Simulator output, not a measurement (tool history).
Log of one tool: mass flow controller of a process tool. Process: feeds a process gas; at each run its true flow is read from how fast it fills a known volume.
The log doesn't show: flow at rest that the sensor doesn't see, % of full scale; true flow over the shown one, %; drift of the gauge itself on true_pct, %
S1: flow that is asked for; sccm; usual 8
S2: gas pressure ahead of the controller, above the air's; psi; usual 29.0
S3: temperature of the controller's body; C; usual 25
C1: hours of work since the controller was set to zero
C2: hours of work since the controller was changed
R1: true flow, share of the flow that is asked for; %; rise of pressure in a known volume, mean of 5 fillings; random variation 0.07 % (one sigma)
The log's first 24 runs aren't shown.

{"run": 25, "day": 136.783, "S1": 8, "S2": 30.9, "S3": 25, "C1": 4100, "C2": 4100, "R1": 97.25}
{"run": 26, "day": 142.488, "S1": 7, "S2": 22.5, "S3": 39, "C1": 4196, "C2": 4196, "R1": 96.36}
{"run": 27, "day": 149.288, "S1": 8, "S2": 27.7, "S3": 25, "C1": 4311, "C2": 4311, "R1": 96.96}
{"run": 28, "day": 155.542, "S1": 6, "S2": 29.0, "S3": 27, "C1": 4417, "C2": 4417, "R1": 96.68}
{"run": 29, "day": 160.029, "S1": 6, "S2": 29.0, "S3": 27, "C1": 4493, "C2": 4493, "R1": 96.75}
{"run": 30, "day": 165.912, "S1": 6, "S2": 40.0, "S3": 25, "C1": 4592, "C2": 4592, "R1": 97.22}
{"run": 31, "day": 170.817, "S1": 8, "S2": 29.7, "S3": 25, "C1": 4675, "C2": 4675, "R1": 96.79}
{"run": 32, "day": 177.896, "S1": 6, "S2": 29.7, "S3": 25, "C1": 4795, "C2": 4795, "R1": 96.53}
{"run": 33, "day": 183.883, "S1": 20, "S2": 27.4, "S3": 34, "C1": 4896, "C2": 4896, "R1": 97.29}
{"run": 34, "day": 191.596, "S1": 7, "S2": 28.0, "S3": 34, "C1": 5026, "C2": 5026, "R1": 96.39}
{"run": 35, "day": 198.404, "S1": 2, "S2": 39.5, "S3": 26, "C1": 5141, "C2": 5141, "R1": 96.53}
{"run": 36, "day": 201.858, "S1": 2, "S2": 39.5, "S3": 26, "C1": 5200, "C2": 5200, "R1": 96.46}
{"run": 37, "day": 208.067, "S1": 11, "S2": 23.6, "S3": 21, "C1": 5305, "C2": 5305, "R1": 96.53}
{"run": 38, "day": 212.154, "S1": 17, "S2": 24.5, "S3": 21, "C1": 5374, "C2": 5374, "R1": 97.05}
{"run": 39, "day": 220.117, "S1": 2, "S2": 36.5, "S3": 25, "C1": 5509, "C2": 5509, "R1": 96.06}
{"run": 40, "day": 225.879, "S1": 11, "S2": 29.0, "S3": 35, "C1": 5606, "C2": 5606, "R1": 96.11}
{"run": 41, "day": 231.967, "S1": 11, "S2": 29.0, "S3": 35, "C1": 5709, "C2": 5709, "R1": 95.89}
{"day": 232.625, "done": "gauge calibrated"}
{"run": 42, "day": 235.946, "S1": 6, "S2": 29.2, "S3": 25, "C1": 5776, "C2": 5776, "R1": 98.83}
{"run": 43, "day": 239.433, "S1": 8, "S2": 31.9, "S3": 23, "C1": 5835, "C2": 5835, "R1": 99.07}
{"day": 241.45, "done": "controller's zero set anew"}
{"run": 44, "day": 245.408, "S1": 7, "S2": 29.0, "S3": 25, "C1": 67, "C2": 5936, "R1": 98.77}
{"run": 45, "day": 249.308, "S1": 7, "S2": 37.3, "S3": 31, "C1": 133, "C2": 6002, "R1": 98.82}
{"run": 46, "day": 255.346, "S1": 7, "S2": 37.3, "S3": 31, "C1": 235, "C2": 6104, "R1": 98.74}
{"run": 47, "day": 262.542, "S1": 17, "S2": 30.9, "S3": 36, "C1": 357, "C2": 6226, "R1": 99.06}

Forecast each of these 5 alternatives for the next run:
{"run": "A", "day": 268.308, "S1": 17, "S2": 30.9, "S3": 32, "C1": 454, "C2": 6323, "R1": "?"}
{"run": "B", "day": 268.308, "S1": 3, "S2": 29.0, "S3": 30, "C1": 454, "C2": 6323, "R1": "?"}
{"run": "C", "day": 268.308, "S1": 7, "S2": 27.0, "S3": 25, "C1": 454, "C2": 6323, "R1": "?"}
{"run": "D", "day": 268.308, "S1": 6, "S2": 23.8, "S3": 25, "C1": 454, "C2": 6323, "R1": "?"}
{"run": "E", "day": 268.308, "S1": 4, "S2": 33.6, "S3": 25, "C1": 454, "C2": 6323, "R1": "?"}

run=A R1=99.07
run=B R1=97.93
run=C R1=98.25
run=D R1=98.04
run=E R1=98.36
Without the tool's hidden state the same runs would have given:
run=A R1=99.51
run=B R1=98.36
run=C R1=98.67
run=D R1=98.46
run=E R1=98.79
